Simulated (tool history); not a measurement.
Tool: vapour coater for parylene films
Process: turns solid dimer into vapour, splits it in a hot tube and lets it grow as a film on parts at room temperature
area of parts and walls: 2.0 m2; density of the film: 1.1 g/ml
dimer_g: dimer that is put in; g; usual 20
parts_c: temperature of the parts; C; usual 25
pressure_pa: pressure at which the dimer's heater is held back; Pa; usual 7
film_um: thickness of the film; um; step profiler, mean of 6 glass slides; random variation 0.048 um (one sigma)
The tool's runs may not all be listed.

{"run": 1, "hour": 0.0, "dimer_g": 20, "parts_c": 25, "pressure_pa": 7, "film_um": 5.41}
{"run": 2, "hour": 52.5, "dimer_g": 20, "parts_c": 25, "pressure_pa": 7, "film_um": 5.38}
{"run": 3, "hour": 77.7, "dimer_g": 20, "parts_c": 25, "pressure_pa": 7, "film_um": 5.32}
{"run": 4, "hour": 114.5, "dimer_g": 20, "parts_c": 25, "pressure_pa": 7, "film_um": 5.46}
{"run": 5, "hour": 144.0, "dimer_g": 20, "parts_c": 25, "pressure_pa": 7, "film_um": 5.36}
{"run": 6, "hour": 167.3, "dimer_g": 20, "parts_c": 25, "pressure_pa": 7, "film_um": 5.4}
{"run": 7, "hour": 193.5, "dimer_g": 20, "parts_c": 25, "pressure_pa": 7, "film_um": 5.31}
{"run": 8, "hour": 240.4, "dimer_g": 20, "parts_c": 25, "pressure_pa": 7, "film_um": 5.34}
{"run": 9, "hour": 269.0, "dimer_g": 20, "parts_c": 25, "pressure_pa": 7, "film_um": 5.39}
{"run": 10, "hour": 298.7, "dimer_g": 20, "parts_c": 25, "pressure_pa": 7, "film_um": 5.37}
{"hour": 326.8, "done": "trap's valve overhauled"}
{"run": 11, "hour": 341.5, "dimer_g": 20, "parts_c": 25, "pressure_pa": 7, "film_um": 5.39}
{"run": 12, "hour": 371.1, "dimer_g": 20, "parts_c": 24, "pressure_pa": 7, "film_um": 5.58}
{"run": 13, "hour": 394.5, "dimer_g": 20, "parts_c": 25, "pressure_pa": 7, "film_um": 5.36}
{"run": 14, "hour": 438.4, "dimer_g": 20, "parts_c": 19, "pressure_pa": 7, "film_um": 6.63}
{"run": 15, "hour": 473.8, "dimer_g": 20, "parts_c": 25, "pressure_pa": 7, "film_um": 5.29}
{"run": 16, "hour": 524.4, "dimer_g": 22, "parts_c": 28, "pressure_pa": 4.45, "film_um": 5.69}
{"run": 17, "hour": 552.9, "dimer_g": 22, "parts_c": 28, "pressure_pa": 4.45, "film_um": 5.78}
{"run": 18, "hour": 601.8, "dimer_g": 31, "parts_c": 25, "pressure_pa": 3.12, "film_um": 9.7}
{"run": 19, "hour": 651.3, "dimer_g": 20, "parts_c": 26, "pressure_pa": 3.94, "film_um": 5.81}
{"run": 20, "hour": 682.2, "dimer_g": 20, "parts_c": 26, "pressure_pa": 3.94, "film_um": 5.8}
{"hour": 719.4, "done": "trap's valve overhauled"}
{"run": 21, "hour": 730.0, "dimer_g": 18, "parts_c": 23, "pressure_pa": 9.73, "film_um": 4.88}
{"run": 22, "hour": 770.8, "dimer_g": 22, "parts_c": 25, "pressure_pa": 7, "film_um": 5.95}
{"run": 23, "hour": 822.2, "dimer_g": 24, "parts_c": 25, "pressure_pa": 7, "film_um": 6.46}
{"run": 24, "hour": 867.7, "dimer_g": 14, "parts_c": 24, "pressure_pa": 6.25, "film_um": 4.04}
{"run": 25, "hour": 915.5, "dimer_g": 14, "parts_c": 24, "pressure_pa": 6.25, "film_um": 3.93}
{"run": 26, "hour": 962.1, "dimer_g": 14, "parts_c": 24, "pressure_pa": 6.25, "film_um": 4.02}
{"run": 27, "hour": 992.9, "dimer_g": 20, "parts_c": 25, "pressure_pa": 3.36, "film_um": 6.07}
{"run": 28, "hour": 1038.7, "dimer_g": 25, "parts_c": 25, "pressure_pa": 5.65, "film_um": 6.9}
{"run": 29, "hour": 1091.0, "dimer_g": 10, "parts_c": 35, "pressure_pa": 6.91, "film_um": 1.92}
{"hour": 1110.3, "done": "trap's valve overhauled"}
{"run": 30, "hour": 1120.9, "dimer_g": 10, "parts_c": 35, "pressure_pa": 6.91, "film_um": 1.9}

Forecast each of these 3 alternatives for the next run:
{"run": "A", "hour": 1164.8, "dimer_g": 12, "parts_c": 17, "pressure_pa": 3.2, "film_um": "?"}
{"run": "B", "hour": 1164.8, "dimer_g": 35, "parts_c": 25, "pressure_pa": 7, "film_um": "?"}
{"run": "C", "hour": 1164.8, "dimer_g": 34, "parts_c": 35, "pressure_pa": 8.5, "film_um": "?"}

run=A film_um=4.84
run=B film_um=9.5
run=C film_um=6.24
Without the tool's hidden state the same runs would have given:
run=A film_um=4.85
run=B film_um=9.51
run=C film_um=6.24
